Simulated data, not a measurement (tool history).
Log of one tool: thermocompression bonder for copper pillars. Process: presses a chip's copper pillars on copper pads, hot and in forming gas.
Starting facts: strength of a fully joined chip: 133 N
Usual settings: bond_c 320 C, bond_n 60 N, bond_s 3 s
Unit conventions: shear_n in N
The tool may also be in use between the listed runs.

run	hour	bond_c	bond_n	bond_s	shear_n
1	0	320	60	3	71.5
2	14	320	45	3	60.5
3	27.4	320	45	3	60.4
4	35.1	320	45	3	60.9
5	51	332	60	3	76.9
6	59	332	78	3	87.8
7	69	332	78	3	87.5
8	78.8	332	78	3	87.2
9	92.1	349	60	3	84.8
10	103.7	320	60	5	83.2
11	116.8	320	60	5	84.2
12	128.8	320	60	5	83.4
13	136.7	320	60	5	82.6
14	147.5	320	60	5	83
# hour 150.5: force cell calibrated
15	164	320	60	5	84.3
16	173.9	320	60	5	83.8
17	185	320	60	5	84.1
18	192.9	304	56	2	53.1
# hour 202.2: force cell calibrated, once more
19	207.2	341	49	7	91.4
20	216.5	328	67	5	88.2
21	228.9	328	67	5	89
22	239	345	67	5	96.1
23	254.4	345	67	5	96.6
# hour 265.5: forming gas filter changed
24	269.7	345	67	5	98.5
25	284.1	345	67	5	99.8
26	295.4	345	67	5	99.7
27	308.7	345	67	5	98.9
28	315.9	345	67	5	99.4
29	332.1	320	38	2	46.3
30	343	320	38	2	47
31	354.6	320	38	2	46.7
32	368.7	320	52	3	65.8
33	380.8	327	37	6	72.1
34	388.1	320	70	4	83.9

4 ways to go on from here, each from the tool as it stands after run 34. What would each give?
A	401.3	337	70	4	?
B	401.3	338	57	3	?
C	401.3	320	78	4	?
D	401.3	329	83	4	?

run	shear_n
A	91.8
B	77
C	88.1
D	94.3
Stripped of hidden state, with their random variation kept, the same runs would have yielded:
run	shear_n
A	90.8
B	75.9
C	86.9
D	93.4

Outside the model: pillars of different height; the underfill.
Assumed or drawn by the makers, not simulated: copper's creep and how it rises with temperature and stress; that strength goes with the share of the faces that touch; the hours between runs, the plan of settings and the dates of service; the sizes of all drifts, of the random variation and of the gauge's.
